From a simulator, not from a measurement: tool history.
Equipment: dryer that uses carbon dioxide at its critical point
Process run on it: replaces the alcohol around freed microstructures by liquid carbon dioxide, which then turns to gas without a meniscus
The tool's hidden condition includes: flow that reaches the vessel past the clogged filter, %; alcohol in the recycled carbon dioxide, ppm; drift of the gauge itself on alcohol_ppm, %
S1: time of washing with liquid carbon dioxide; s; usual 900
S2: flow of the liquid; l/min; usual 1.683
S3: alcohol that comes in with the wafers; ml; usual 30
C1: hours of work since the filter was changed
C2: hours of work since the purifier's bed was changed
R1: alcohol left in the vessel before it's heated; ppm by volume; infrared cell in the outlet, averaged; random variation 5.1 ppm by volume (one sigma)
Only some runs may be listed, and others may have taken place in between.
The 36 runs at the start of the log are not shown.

| run | hour | S1 | S2 | S3 | C1 | C2 | R1 |
|---|---|---|---|---|---|---|---|
| 37 | 291.5 | 780 | 2.180 | 30 | 129 | 416 | 64 |
| 38 | 303.0 | 780 | 2.180 | 30 | 138 | 424 | 81 |
| 39 | 313.2 | 780 | 2.180 | 30 | 145 | 432 | 71 |
| 40 | 321.0 | 900 | 1.683 | 104 | 150 | 437 | 266 |
| 41 | 329.2 | 900 | 1.683 | 104 | 156 | 443 | 280 |
| 42 | 336.0 | 1380 | 1.640 | 30 | 161 | 448 | 41 |
| 43 | 345.9 | 540 | 1.683 | 30 | 168 | 455 | 492 |
| 44 | 355.0 | 1320 | 1.683 | 66 | 175 | 462 | 61 |

What if the next run were any one of these 3? Each begins from the tool's condition after run 44:
| A | 363.8 | 1320 | 1.683 | 59 | 181 | 468 | ? |
| B | 363.8 | 1320 | 1.090 | 20 | 181 | 468 | ? |
| C | 363.8 | 1200 | 1.160 | 45 | 181 | 468 | ? |

| run | R1 |
|---|---|
| A | 43 |
| B | 93 |
| C | 193 |
With no hidden state in the tool, these same runs would have given:
| run | R1 |
|---|---|
| A | 5 |
| B | 48 |
| C | 127 |

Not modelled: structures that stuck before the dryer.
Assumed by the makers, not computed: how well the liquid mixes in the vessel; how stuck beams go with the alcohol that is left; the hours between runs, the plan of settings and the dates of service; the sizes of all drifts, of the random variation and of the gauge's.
